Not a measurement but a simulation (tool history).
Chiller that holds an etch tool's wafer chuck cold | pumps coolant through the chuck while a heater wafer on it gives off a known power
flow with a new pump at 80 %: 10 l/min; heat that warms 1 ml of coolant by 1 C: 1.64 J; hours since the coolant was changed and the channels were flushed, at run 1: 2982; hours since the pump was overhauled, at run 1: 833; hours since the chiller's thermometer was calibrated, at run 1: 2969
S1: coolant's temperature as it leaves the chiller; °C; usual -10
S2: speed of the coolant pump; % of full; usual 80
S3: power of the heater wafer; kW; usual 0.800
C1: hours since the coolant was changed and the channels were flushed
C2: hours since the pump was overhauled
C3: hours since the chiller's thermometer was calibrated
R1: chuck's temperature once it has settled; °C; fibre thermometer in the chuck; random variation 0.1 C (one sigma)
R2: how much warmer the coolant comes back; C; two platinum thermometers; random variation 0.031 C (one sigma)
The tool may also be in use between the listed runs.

run 1 hour=0.0 | S1=-10 S2=80 S3=0.800 | C1=2982 C2=833 C3=2969 | R1=-0.1 R2=2.97
run 2 hour=21.0 | S1=-10 S2=80 S3=0.800 | C1=3003 C2=854 C3=2990 | R1=-0.1 R2=3.01
run 3 hour=34.8 | S1=-10 S2=80 S3=0.800 | C1=3017 C2=868 C3=3004 | R1=0.0 R2=3.01
run 4 hour=68.7 | S1=-10 S2=80 S3=0.800 | C1=3051 C2=901 C3=3037 | R1=-0.1 R2=2.93
run 5 hour=89.0 | S1=-14 S2=80 S3=0.800 | C1=3071 C2=922 C3=3058 | R1=-4.0 R2=2.92
run 6 hour=119.1 | S1=-14 S2=80 S3=0.800 | C1=3101 C2=952 C3=3088 | R1=-4.0 R2=2.96
run 7 hour=136.8 | S1=-14 S2=80 S3=0.800 | C1=3119 C2=970 C3=3106 | R1=-4.0 R2=2.93
run 8 hour=164.8 | S1=-10 S2=80 S3=0.800 | C1=3147 C2=998 C3=3134 | R1=-0.1 R2=3.06
run 9 hour=185.8 | S1=-10 S2=80 S3=0.800 | C1=3168 C2=1019 C3=3155 | R1=0.2 R2=2.93
run 10 hour=218.6 | S1=-10 S2=80 S3=0.800 | C1=3201 C2=1051 C3=3187 | R1=0.0 R2=2.97
run 11 hour=250.0 | S1=-10 S2=64 S3=0.800 | C1=3232 C2=1083 C3=3219 | R1=2.2 R2=3.73
run 12 hour=264.3 | S1=-10 S2=64 S3=0.800 | C1=3246 C2=1097 C3=3233 | R1=2.0 R2=3.70
run 13 hour=290.0 | S1=-10 S2=80 S3=0.800 | C1=3272 C2=1123 C3=3259 | R1=-0.1 R2=3.06
run 14 hour=314.9 | S1=-10 S2=80 S3=0.800 | C1=3297 C2=1148 C3=3284 | R1=0.0 R2=3.00
run 15 hour=339.5 | S1=-10 S2=61 S3=0.800 | C1=3322 C2=1172 C3=3308 | R1=2.5 R2=3.94
run 16 hour=364.8 | S1=-10 S2=61 S3=0.800 | C1=3347 C2=1198 C3=3333 | R1=2.4 R2=3.92
run 17 hour=381.8 | S1=-11 S2=65 S3=0.736 | C1=3364 C2=1215 C3=3351 | R1=0.0 R2=3.38
run 18 hour=408.3 | S1=-11 S2=65 S3=0.736 | C1=3390 C2=1241 C3=3377 | R1=0.0 R2=3.36
run 19 hour=431.3 | S1=-11 S2=65 S3=0.736 | C1=3413 C2=1264 C3=3400 | R1=-0.1 R2=3.42
run 20 hour=446.1 | S1=-15 S2=65 S3=0.783 | C1=3428 C2=1279 C3=3415 | R1=-3.5 R2=3.69
run 21 hour=470.3 | S1=-10 S2=90 S3=0.745 | C1=3452 C2=1303 C3=3439 | R1=-1.4 R2=2.46
run 22 hour=503.7 | S1=-16 S2=99 S3=1.076 | C1=3486 C2=1337 C3=3472 | R1=-4.6 R2=3.25
run 23 hour=522.9 | S1=-20 S2=99 S3=0.417 | C1=3505 C2=1356 C3=3492 | R1=-15.7 R2=1.25
run 24 hour=537.0 | S1=-20 S2=99 S3=0.417 | C1=3519 C2=1370 C3=3506 | R1=-15.9 R2=1.29
run 25 hour=570.3 | S1=-11 S2=99 S3=0.417 | C1=3552 C2=1403 C3=3539 | R1=-6.6 R2=1.29
run 26 hour=586.6 | S1=-10 S2=74 S3=0.800 | C1=3569 C2=1419 C3=3555 | R1=0.8 R2=3.24
run 27 hour=613.1 | S1=-10 S2=72 S3=0.535 | C1=3595 C2=1446 C3=3582 | R1=-2.9 R2=2.28
run 28 hour=629.4 | S1=-6 S2=75 S3=0.584 | C1=3611 C2=1462 C3=3598 | R1=1.9 R2=2.30
run 29 hour=643.2 | S1=-6 S2=75 S3=0.584 | C1=3625 C2=1476 C3=3612 | R1=1.7 R2=2.34
run 30 hour=667.1 | S1=-6 S2=95 S3=0.800 | C1=3649 C2=1500 C3=3636 | R1=2.8 R2=2.57
run 31 hour=683.2 | S1=-6 S2=95 S3=0.800 | C1=3665 C2=1516 C3=3652 | R1=2.7 R2=2.52

Forecast each of these 3 alternatives for the next run:
run A hour=710.1 | S1=-13 S2=80 S3=0.581 | C1=3692 C2=1543 C3=3679 | R1=? R2=?
run B hour=710.1 | S1=-4 S2=80 S3=0.613 | C1=3692 C2=1543 C3=3679 | R1=? R2=?
run C hour=710.1 | S1=-8 S2=85 S3=0.439 | C1=3692 C2=1543 C3=3679 | R1=? R2=?

run=A R1=-5.7 R2=2.17
run=B R1=3.8 R2=2.30
run=C R1=-2.8 R2=1.56
Without the tool's hidden state the same runs would have given:
run=A R1=-6.1 R2=2.10
run=B R1=3.4 R2=2.23
run=C R1=-3.0 R2=1.51
